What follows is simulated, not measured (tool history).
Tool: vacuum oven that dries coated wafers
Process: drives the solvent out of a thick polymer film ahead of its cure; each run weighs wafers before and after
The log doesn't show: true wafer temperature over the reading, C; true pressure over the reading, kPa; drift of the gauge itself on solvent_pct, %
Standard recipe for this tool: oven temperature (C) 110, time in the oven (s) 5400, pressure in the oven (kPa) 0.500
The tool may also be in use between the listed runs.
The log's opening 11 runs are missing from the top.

run,hour,oven temperature (C),time in the oven (s),pressure in the oven (kPa),hours of work since the thermocouples were calibrated,hours of work since the vacuum gauge was cleaned of residue,solvent left in the film (%)
12,233.9,110,5400,0.500,17,505,1.24
13,260.1,110,5400,0.500,28,516,1.24
14,278.3,110,5400,0.500,35,523,1.25
15,292.0,110,5400,0.500,41,529,1.23
16,307.5,110,5400,0.813,47,535,1.45
# hour 314.1: oven's thermocouples calibrated, once more
17,329.2,112,7260,0.373,6,543,0.34
18,355.6,110,5640,0.500,17,554,0.78
19,371.2,123,8280,1.596,23,560,0.68
20,397.3,120,4320,0.993,34,570,0.65
21,419.0,120,8040,1.500,43,579,0.66
22,445.3,110,5400,1.294,53,590,1.35
23,459.5,117,5400,0.722,59,596,0.39
24,482.1,119,9300,1.209,68,605,0.52
25,500.9,110,8280,0.464,76,613,0.47
26,530.2,106,4200,1.410,88,624,2.84
27,552.1,106,4200,1.410,97,633,2.86
28,575.5,123,8820,0.586,106,643,0.21
29,591.4,112,8820,0.586,112,649,0.46
30,605.6,112,8820,0.586,118,655,0.40
31,621.9,111,8820,0.377,125,662,0.39

Below are 4 alternative next runs, each starting from the tool's condition after run 31. Predict each:
A,637.6,113,5400,0.500,131,668,?
B,637.6,109,5400,0.394,131,668,?
C,637.6,117,6660,0.352,131,668,?
D,637.6,104,8820,0.377,131,668,?

run,solvent left in the film (%)
A,0.61
B,0.99
C,0.28
D,0.71
Without the tool's hidden state the same runs would have given:
run,solvent left in the film (%)
A,0.45
B,0.76
C,0.19
D,0.52
